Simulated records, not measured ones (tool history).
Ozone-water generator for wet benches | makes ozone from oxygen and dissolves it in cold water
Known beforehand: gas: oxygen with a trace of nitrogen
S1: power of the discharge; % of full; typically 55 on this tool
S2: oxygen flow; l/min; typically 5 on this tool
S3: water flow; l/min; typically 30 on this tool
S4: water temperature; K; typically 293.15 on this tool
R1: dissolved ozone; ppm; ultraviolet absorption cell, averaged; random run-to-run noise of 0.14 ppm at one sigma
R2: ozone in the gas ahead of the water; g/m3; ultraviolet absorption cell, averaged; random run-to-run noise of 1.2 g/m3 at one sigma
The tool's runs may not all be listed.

run   hour  S1  S2  S3      S4    R1     R2
  1    0.0  55   5  30  293.15  14.8  201.5
  2  103.1  55   5  30  293.15  15.0  203.6
  3  212.6  55   5  30  293.15  14.9  202.0
  4  352.5  55   5  32  293.15  13.9  202.6
  5  526.0  55   5  30  293.15  15.0  201.6
  6  638.8  55   5  30  293.15  14.6  201.7
  7  776.0  55   5  21  293.15  20.5  202.5

Expected results for the next run?
  8  969.7  55   5  21  293.15   ?   ?

{"run 8": {"R1": 20.2, "R2": 201.5}}
Without the tool's hidden state the same run would have given R1 21.8 ppm, R2 209.8 g/m3.
